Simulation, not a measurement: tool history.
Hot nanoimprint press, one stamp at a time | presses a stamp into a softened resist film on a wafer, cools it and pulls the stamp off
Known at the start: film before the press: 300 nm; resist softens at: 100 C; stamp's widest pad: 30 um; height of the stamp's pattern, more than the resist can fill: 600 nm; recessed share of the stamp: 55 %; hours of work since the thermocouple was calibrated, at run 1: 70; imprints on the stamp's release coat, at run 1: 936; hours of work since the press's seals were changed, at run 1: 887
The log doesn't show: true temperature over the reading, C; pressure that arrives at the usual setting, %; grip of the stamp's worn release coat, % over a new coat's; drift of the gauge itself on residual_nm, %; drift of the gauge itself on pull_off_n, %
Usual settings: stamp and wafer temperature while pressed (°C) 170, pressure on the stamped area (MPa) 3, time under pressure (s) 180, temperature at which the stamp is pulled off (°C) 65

run	hour	stamp and wafer temperature while pressed (°C)	pressure on the stamped area (MPa)	time under pressure (s)	temperature at which the stamp is pulled off (°C)	hours of work since the thermocouple was calibrated	imprints on the stamp's release coat	hours of work since the press's seals were changed	resist left under the stamp's widest pad (angstrom)	greatest force while the stamp is pulled off (N)
1	0	170	3	180	65	70	936	887	1684	223
2	52.9	170	3	180	65	110	1084	927	1693	247
3	79.8	170	3	180	57	131	1159	947	1698	271
4	105.8	170	3	180	57	151	1232	967	1693	282
5	130.2	170	3	180	68	169	1300	986	1701	248
6	165.1	170	3	180	65	196	1397	1012	1709	266
7	218	170	3	180	55	236	1545	1052	1737	329
# hour 226.2: plate thermocouple calibrated
# hour 255.8: press's hydraulic seals changed and the load cell set to zero
8	269.8	170	3	180	55	27	1659	11	1742	348
9	301	170	2.4	180	53	51	1746	34	1897	360
# hour 333.2: plate thermocouple calibrated, once more
10	347.5	182	2.48	98	66	11	1868	67	1244	293
11	376.5	158	2.48	98	66	33	1949	89	2767	304
# hour 404.9: stamp cleaned and given a new release coat
12	423.1	170	4.67	333	54	64	50	120	1051	197

Some steps in resist left under the stamp's widest pad (angstrom) between neighbouring runs. How much of each would the tool show without its hidden state too (settings, what came in, random variation), and how much is left for the hidden state, with any gauge scatter that isn't in both results?
Run 9 -> 10: stamp and wafer temperature while pressed (°C) 170 -> 182, pressure on the stamped area (MPa) 2.4 -> 2.48, time under pressure (s) 180 -> 98, temperature at which the stamp is pulled off (°C) 53 -> 66, plate thermocouple calibrated, once more. resist left under the stamp's widest pad (angstrom) -653: hidden state -138, all else -515.
Run 11 -> 12: stamp and wafer temperature while pressed (°C) 158 -> 170, pressure on the stamped area (MPa) 2.48 -> 4.67, time under pressure (s) 98 -> 333, temperature at which the stamp is pulled off (°C) 66 -> 54, stamp cleaned and given a new release coat. resist left under the stamp's widest pad (angstrom) -1716: hidden state +11, all else -1727.
